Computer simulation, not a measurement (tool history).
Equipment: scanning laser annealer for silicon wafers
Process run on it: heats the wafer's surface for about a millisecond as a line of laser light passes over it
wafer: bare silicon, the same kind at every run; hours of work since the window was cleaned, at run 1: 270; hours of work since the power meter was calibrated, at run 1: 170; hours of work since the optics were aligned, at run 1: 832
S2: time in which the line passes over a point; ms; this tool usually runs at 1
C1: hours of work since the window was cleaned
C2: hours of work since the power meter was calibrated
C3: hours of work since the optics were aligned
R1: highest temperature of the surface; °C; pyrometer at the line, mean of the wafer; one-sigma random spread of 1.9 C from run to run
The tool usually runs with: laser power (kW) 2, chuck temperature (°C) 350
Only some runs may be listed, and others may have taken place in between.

run 1 hour=0 | laser_power_(kW)=2 S2=1 chuck_temperature_(°C)=350 | C1=270 C2=170 C3=832 | R1=1089
run 2 hour=14.4 | laser_power_(kW)=2 S2=1 chuck_temperature_(°C)=359 | C1=276 C2=177 C3=838 | R1=1094
run 3 hour=25.4 | laser_power_(kW)=2 S2=1 chuck_temperature_(°C)=359 | C1=281 C2=182 C3=843 | R1=1096
run 4 hour=45.1 | laser_power_(kW)=2 S2=1 chuck_temperature_(°C)=359 | C1=290 C2=191 C3=852 | R1=1093
run 5 hour=63.6 | laser_power_(kW)=2 S2=1 chuck_temperature_(°C)=350 | C1=299 C2=199 C3=861 | R1=1084
run 6 hour=79.8 | laser_power_(kW)=2 S2=1 chuck_temperature_(°C)=350 | C1=306 C2=206 C3=868 | R1=1086
run 7 hour=88.9 | laser_power_(kW)=2 S2=1 chuck_temperature_(°C)=350 | C1=310 C2=211 C3=872 | R1=1082
run 8 hour=108.5 | laser_power_(kW)=2 S2=1 chuck_temperature_(°C)=350 | C1=319 C2=219 C3=881 | R1=1081
-- hour=112.5 laser's power meter calibrated
run 9 hour=130.4 | laser_power_(kW)=2 S2=1 chuck_temperature_(°C)=350 | C1=328 C2=8 C3=890 | R1=1086
run 10 hour=142.5 | laser_power_(kW)=2 S2=1 chuck_temperature_(°C)=350 | C1=333 C2=14 C3=895 | R1=1080
-- hour=148.2 laser's power meter calibrated, once more
run 11 hour=161.5 | laser_power_(kW)=2 S2=1 chuck_temperature_(°C)=378 | C1=341 C2=6 C3=903 | R1=1112
run 12 hour=175.3 | laser_power_(kW)=2 S2=1 chuck_temperature_(°C)=378 | C1=347 C2=12 C3=909 | R1=1110
run 13 hour=187.8 | laser_power_(kW)=2 S2=1 chuck_temperature_(°C)=378 | C1=353 C2=18 C3=915 | R1=1110
run 14 hour=199.4 | laser_power_(kW)=2 S2=0.73 chuck_temperature_(°C)=378 | C1=358 C2=23 C3=920 | R1=1017
run 15 hour=210.1 | laser_power_(kW)=2.065 S2=0.73 chuck_temperature_(°C)=345 | C1=363 C2=28 C3=925 | R1=1005
run 16 hour=224.5 | laser_power_(kW)=1.907 S2=1 chuck_temperature_(°C)=350 | C1=369 C2=35 C3=931 | R1=1051
run 17 hour=243.9 | laser_power_(kW)=1.907 S2=1 chuck_temperature_(°C)=350 | C1=378 C2=44 C3=940 | R1=1050
run 18 hour=253.7 | laser_power_(kW)=1.907 S2=0.92 chuck_temperature_(°C)=365 | C1=383 C2=48 C3=945 | R1=1043
-- hour=273.2 optics aligned, line set to its width
run 19 hour=274.9 | laser_power_(kW)=1.937 S2=1.19 chuck_temperature_(°C)=350 | C1=390 C2=55 C3=1 | R1=1121
run 20 hour=291.3 | laser_power_(kW)=2.058 S2=0.72 chuck_temperature_(°C)=381 | C1=398 C2=63 C3=8 | R1=1044
run 21 hour=310.2 | laser_power_(kW)=2.058 S2=0.72 chuck_temperature_(°C)=381 | C1=406 C2=72 C3=17 | R1=1040
run 22 hour=325.7 | laser_power_(kW)=1.904 S2=1.09 chuck_temperature_(°C)=369 | C1=413 C2=79 C3=24 | R1=1101
run 23 hour=335.3 | laser_power_(kW)=2 S2=1 chuck_temperature_(°C)=314 | C1=418 C2=83 C3=28 | R1=1051
run 24 hour=346.5 | laser_power_(kW)=2 S2=1 chuck_temperature_(°C)=314 | C1=423 C2=88 C3=33 | R1=1055
run 25 hour=363.8 | laser_power_(kW)=1.913 S2=1.03 chuck_temperature_(°C)=381 | C1=431 C2=96 C3=41 | R1=1099
run 26 hour=378.7 | laser_power_(kW)=1.913 S2=1.03 chuck_temperature_(°C)=381 | C1=437 C2=103 C3=48 | R1=1095
run 27 hour=395.3 | laser_power_(kW)=1.913 S2=1.19 chuck_temperature_(°C)=388 | C1=445 C2=110 C3=56 | R1=1147
run 28 hour=412.8 | laser_power_(kW)=2 S2=0.96 chuck_temperature_(°C)=370 | C1=453 C2=118 C3=64 | R1=1089

3 ways to go on from here, each from the tool as it stands after run 28. What would each give?
run A hour=428.9 | laser_power_(kW)=2 S2=0.84 chuck_temperature_(°C)=373 | C1=460 C2=126 C3=71 | R1=?
run B hour=428.9 | laser_power_(kW)=1.72 S2=0.96 chuck_temperature_(°C)=377 | C1=460 C2=126 C3=71 | R1=?
run C hour=428.9 | laser_power_(kW)=2 S2=1.21 chuck_temperature_(°C)=378 | C1=460 C2=126 C3=71 | R1=?

run=A R1=1053
run=B R1=1007
run=C R1=1173
With no hidden state in the tool, these same runs would have given:
run=A R1=1076
run=B R1=1029
run=C R1=1200
